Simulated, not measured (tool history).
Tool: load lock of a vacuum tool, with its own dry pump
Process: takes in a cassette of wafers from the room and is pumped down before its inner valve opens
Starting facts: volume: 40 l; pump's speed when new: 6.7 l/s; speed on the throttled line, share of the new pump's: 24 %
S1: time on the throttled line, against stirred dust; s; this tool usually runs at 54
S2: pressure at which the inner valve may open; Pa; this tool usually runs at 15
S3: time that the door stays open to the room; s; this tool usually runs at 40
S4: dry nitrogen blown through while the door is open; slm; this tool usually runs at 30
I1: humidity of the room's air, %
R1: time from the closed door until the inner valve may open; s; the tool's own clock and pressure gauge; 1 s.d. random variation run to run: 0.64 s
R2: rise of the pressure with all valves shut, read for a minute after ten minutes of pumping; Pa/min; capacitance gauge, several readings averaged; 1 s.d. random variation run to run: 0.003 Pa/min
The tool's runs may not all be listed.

run      day   S1  S2   S3  S4    I1    R1     R2
  1        0   54  15   40  30  47.2  95.8  0.118
  2   11.296   54  15   40  30  46.3  95.3  0.122
  3   20.858   54  15   40  30  44.6  95.4  0.123
  4   28.588   54  15   40  30  40.2  96.2  0.121
  5   39.238  106  15   40  30  45.6   133  0.132
  6   45.258   54  15   40  18  43.1  95.7  0.141
  7   52.667   54  15   40  18  43.4  97.1  0.144
  8   61.262   54  15   40  18  43.6  97.5  0.152
  9   70.025   54  15   40  30  44.9  95.3  0.153
 10   81.317   53  27   59  30  43.3  91.4  0.158
 11   92.008   53  27   59  30  49.2  92.5  0.156
 12   98.162   54  11   80  30  47.7  99.6  0.173
 13  105.346   47  16  112  30  42.5  91.9  0.179
 14  114.271   55  26   81  30  42.6  93.4  0.177
 15  125.021   55  26   81  30  44.3  93.9  0.189
 16  132.488   55  15  218  18  44.9  98.1  0.215
 17  145.067   55  15  218  18  44.8    99  0.221
 18  152.962   29  17   40   5  45.9  78.2  0.206

Alternative continuations, all from the tool just after run 18; predict every row:
  A  159.425  29  17   40  26    44   ?   ?
  B  159.425  29  17   64   5    46   ?   ?
  C  159.425  42  17  237   5  46.3   ?   ?
  D  159.425  29  17   40   5  44.1   ?   ?
  E  159.425  54  11   40  30  44.6   ?   ?

run    R1     R2
  A  78.8  0.199
  B  78.9  0.219
  C  87.4  0.245
  D  78.7  0.204
  E  99.7  0.194
With the hidden condition removed and each run's random variation left untouched, the same runs would have given:
run    R1     R2
  A  73.7  0.024
  B  73.9  0.044
  C  82.8  0.072
  D  73.7  0.029
  E  94.9  0.021
